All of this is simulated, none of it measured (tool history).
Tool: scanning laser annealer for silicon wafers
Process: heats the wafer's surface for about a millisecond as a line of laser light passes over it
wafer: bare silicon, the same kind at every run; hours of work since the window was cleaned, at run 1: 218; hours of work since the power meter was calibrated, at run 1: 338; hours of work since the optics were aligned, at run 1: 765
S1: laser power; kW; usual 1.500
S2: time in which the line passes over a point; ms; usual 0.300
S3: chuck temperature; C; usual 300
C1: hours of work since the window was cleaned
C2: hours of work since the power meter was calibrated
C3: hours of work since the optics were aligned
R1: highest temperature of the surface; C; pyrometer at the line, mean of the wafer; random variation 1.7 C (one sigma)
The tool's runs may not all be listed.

{"run": 1, "hour": 0.0, "S1": 1.5, "S2": 0.3, "S3": 300, "C1": 218, "C2": 338, "C3": 765, "R1": 1034}
{"run": 2, "hour": 7.1, "S1": 1.347, "S2": 0.3, "S3": 300, "C1": 223, "C2": 343, "C3": 770, "R1": 953}
{"run": 3, "hour": 18.2, "S1": 1.347, "S2": 0.3, "S3": 300, "C1": 230, "C2": 350, "C3": 778, "R1": 950}
{"run": 4, "hour": 25.9, "S1": 1.347, "S2": 0.3, "S3": 300, "C1": 236, "C2": 356, "C3": 783, "R1": 953}
{"run": 5, "hour": 36.7, "S1": 1.614, "S2": 0.3, "S3": 300, "C1": 243, "C2": 363, "C3": 790, "R1": 1093}
{"run": 6, "hour": 42.5, "S1": 1.614, "S2": 0.3, "S3": 314, "C1": 247, "C2": 367, "C3": 794, "R1": 1107}
{"run": 7, "hour": 55.0, "S1": 1.614, "S2": 0.3, "S3": 314, "C1": 255, "C2": 375, "C3": 803, "R1": 1104}
{"run": 8, "hour": 62.1, "S1": 1.614, "S2": 0.3, "S3": 314, "C1": 260, "C2": 380, "C3": 807, "R1": 1105}
{"run": 9, "hour": 73.4, "S1": 1.614, "S2": 0.3, "S3": 314, "C1": 268, "C2": 388, "C3": 815, "R1": 1106}
{"run": 10, "hour": 82.7, "S1": 1.5, "S2": 0.3, "S3": 300, "C1": 274, "C2": 394, "C3": 821, "R1": 1030}
{"run": 11, "hour": 94.4, "S1": 1.5, "S2": 0.3, "S3": 300, "C1": 282, "C2": 402, "C3": 829, "R1": 1032}
{"run": 12, "hour": 108.0, "S1": 1.5, "S2": 0.3, "S3": 300, "C1": 291, "C2": 411, "C3": 838, "R1": 1030}
{"run": 13, "hour": 119.5, "S1": 1.5, "S2": 0.3, "S3": 300, "C1": 299, "C2": 419, "C3": 846, "R1": 1032}
{"run": 14, "hour": 132.5, "S1": 1.442, "S2": 0.3, "S3": 300, "C1": 308, "C2": 428, "C3": 855, "R1": 1002}
{"run": 15, "hour": 139.0, "S1": 1.584, "S2": 0.3, "S3": 300, "C1": 312, "C2": 432, "C3": 859, "R1": 1072}
{"run": 16, "hour": 150.8, "S1": 1.584, "S2": 0.3, "S3": 300, "C1": 320, "C2": 440, "C3": 867, "R1": 1072}
{"run": 17, "hour": 159.2, "S1": 1.584, "S2": 0.3, "S3": 300, "C1": 326, "C2": 446, "C3": 873, "R1": 1073}
{"run": 18, "hour": 170.5, "S1": 1.5, "S2": 0.3, "S3": 300, "C1": 333, "C2": 453, "C3": 881, "R1": 1027}
{"run": 19, "hour": 176.8, "S1": 1.5, "S2": 0.3, "S3": 300, "C1": 337, "C2": 457, "C3": 885, "R1": 1028}
{"run": 20, "hour": 188.3, "S1": 1.5, "S2": 0.3, "S3": 300, "C1": 345, "C2": 465, "C3": 893, "R1": 1029}
{"run": 21, "hour": 202.5, "S1": 1.5, "S2": 0.3, "S3": 300, "C1": 355, "C2": 475, "C3": 902, "R1": 1032}
{"run": 22, "hour": 211.0, "S1": 1.46, "S2": 0.3, "S3": 300, "C1": 360, "C2": 481, "C3": 908, "R1": 1006}
{"run": 23, "hour": 222.9, "S1": 1.621, "S2": 0.3, "S3": 300, "C1": 369, "C2": 489, "C3": 916, "R1": 1090}
{"run": 24, "hour": 235.0, "S1": 1.528, "S2": 0.3, "S3": 314, "C1": 377, "C2": 497, "C3": 924, "R1": 1060}
{"run": 25, "hour": 241.2, "S1": 1.649, "S2": 0.265, "S3": 283, "C1": 381, "C2": 501, "C3": 928, "R1": 1046}
{"run": 26, "hour": 254.0, "S1": 1.649, "S2": 0.265, "S3": 283, "C1": 390, "C2": 510, "C3": 937, "R1": 1047}
{"run": 27, "hour": 268.1, "S1": 1.649, "S2": 0.265, "S3": 283, "C1": 399, "C2": 519, "C3": 947, "R1": 1047}
{"run": 28, "hour": 276.5, "S1": 1.649, "S2": 0.265, "S3": 283, "C1": 405, "C2": 525, "C3": 952, "R1": 1046}
{"run": 29, "hour": 283.3, "S1": 1.5, "S2": 0.232, "S3": 300, "C1": 409, "C2": 529, "C3": 957, "R1": 952}
{"run": 30, "hour": 295.9, "S1": 1.5, "S2": 0.256, "S3": 300, "C1": 418, "C2": 538, "C3": 965, "R1": 981}
{"run": 31, "hour": 302.5, "S1": 1.647, "S2": 0.211, "S3": 280, "C1": 422, "C2": 542, "C3": 970, "R1": 971}
{"run": 32, "hour": 312.2, "S1": 1.647, "S2": 0.211, "S3": 291, "C1": 429, "C2": 549, "C3": 976, "R1": 977}
{"run": 33, "hour": 321.7, "S1": 1.647, "S2": 0.211, "S3": 291, "C1": 435, "C2": 555, "C3": 983, "R1": 978}
{"run": 34, "hour": 328.4, "S1": 1.394, "S2": 0.22, "S3": 323, "C1": 440, "C2": 560, "C3": 987, "R1": 908}
{"run": 35, "hour": 341.5, "S1": 1.394, "S2": 0.22, "S3": 323, "C1": 449, "C2": 569, "C3": 996, "R1": 908}
{"run": 36, "hour": 347.5, "S1": 1.394, "S2": 0.22, "S3": 323, "C1": 453, "C2": 573, "C3": 1000, "R1": 909}
{"run": 37, "hour": 355.6, "S1": 1.394, "S2": 0.22, "S3": 323, "C1": 458, "C2": 578, "C3": 1006, "R1": 908}
{"run": 38, "hour": 365.5, "S1": 1.394, "S2": 0.29, "S3": 281, "C1": 465, "C2": 585, "C3": 1012, "R1": 940}
{"run": 39, "hour": 374.4, "S1": 1.394, "S2": 0.29, "S3": 281, "C1": 471, "C2": 591, "C3": 1018, "R1": 941}
{"run": 40, "hour": 380.6, "S1": 1.345, "S2": 0.236, "S3": 270, "C1": 475, "C2": 595, "C3": 1022, "R1": 850}
{"run": 41, "hour": 389.6, "S1": 1.568, "S2": 0.3, "S3": 300, "C1": 481, "C2": 601, "C3": 1029, "R1": 1061}
{"run": 42, "hour": 403.3, "S1": 1.568, "S2": 0.3, "S3": 300, "C1": 490, "C2": 610, "C3": 1038, "R1": 1058}

Forecast each of these 3 alternatives for the next run:
{"run": "A", "hour": 413.3, "S1": 1.341, "S2": 0.229, "S3": 300, "C1": 497, "C2": 617, "C3": 1045, "R1": "?"}
{"run": "B", "hour": 413.3, "S1": 1.641, "S2": 0.221, "S3": 275, "C1": 497, "C2": 617, "C3": 1045, "R1": "?"}
{"run": "C", "hour": 413.3, "S1": 1.378, "S2": 0.239, "S3": 261, "C1": 497, "C2": 617, "C3": 1045, "R1": "?"}

run=A R1=873
run=B R1=973
run=C R1=859
Without the tool's hidden state the same runs would have given:
run=A R1=893
run=B R1=997
run=C R1=880
